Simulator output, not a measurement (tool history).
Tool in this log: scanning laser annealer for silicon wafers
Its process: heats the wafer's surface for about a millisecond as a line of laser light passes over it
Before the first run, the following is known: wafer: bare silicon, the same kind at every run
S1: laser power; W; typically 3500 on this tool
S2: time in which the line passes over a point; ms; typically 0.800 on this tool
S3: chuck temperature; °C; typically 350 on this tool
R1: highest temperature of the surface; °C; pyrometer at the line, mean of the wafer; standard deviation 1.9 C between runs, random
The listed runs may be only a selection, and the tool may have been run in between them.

{"run": 1, "day": 0.0, "S1": 3500, "S2": 0.8, "S3": 350, "R1": 1139}
{"run": 2, "day": 0.404, "S1": 3500, "S2": 0.8, "S3": 350, "R1": 1142}
{"run": 3, "day": 0.658, "S1": 3500, "S2": 0.8, "S3": 350, "R1": 1142}
{"run": 4, "day": 0.946, "S1": 3500, "S2": 0.8, "S3": 350, "R1": 1143}
{"run": 5, "day": 1.358, "S1": 3500, "S2": 0.8, "S3": 350, "R1": 1141}
{"run": 6, "day": 1.558, "S1": 3500, "S2": 0.8, "S3": 350, "R1": 1142}
{"run": 7, "day": 1.758, "S1": 3500, "S2": 0.8, "S3": 350, "R1": 1143}
{"run": 8, "day": 2.15, "S1": 3500, "S2": 0.8, "S3": 318, "R1": 1112}
{"run": 9, "day": 2.388, "S1": 3500, "S2": 0.8, "S3": 318, "R1": 1111}
{"run": 10, "day": 2.679, "S1": 3500, "S2": 0.8, "S3": 318, "R1": 1109}
{"run": 11, "day": 3.0, "S1": 3500, "S2": 0.8, "S3": 318, "R1": 1110}
{"run": 12, "day": 3.258, "S1": 3500, "S2": 0.984, "S3": 362, "R1": 1249}
{"run": 13, "day": 3.604, "S1": 3500, "S2": 0.984, "S3": 362, "R1": 1250}
{"run": 14, "day": 3.904, "S1": 3500, "S2": 0.984, "S3": 362, "R1": 1253}
{"run": 15, "day": 4.212, "S1": 3500, "S2": 0.984, "S3": 362, "R1": 1252}
{"run": 16, "day": 4.562, "S1": 3479, "S2": 0.8, "S3": 381, "R1": 1170}
{"run": 17, "day": 4.783, "S1": 3671, "S2": 0.691, "S3": 350, "R1": 1116}
{"run": 18, "day": 4.996, "S1": 3658, "S2": 0.888, "S3": 373, "R1": 1248}
{"run": 19, "day": 5.271, "S1": 3500, "S2": 0.8, "S3": 314, "R1": 1108}
{"run": 20, "day": 5.558, "S1": 3478, "S2": 0.703, "S3": 351, "R1": 1089}

Estimate the outcome of run 21 from the log above:
{"run": 21, "day": 5.95, "S1": 3478, "S2": 0.703, "S3": 351, "R1": "?"}

Logged for run 21: R1 1084 °C.
Had the tool carried no hidden state, the very same run would have given R1 1085 °C.
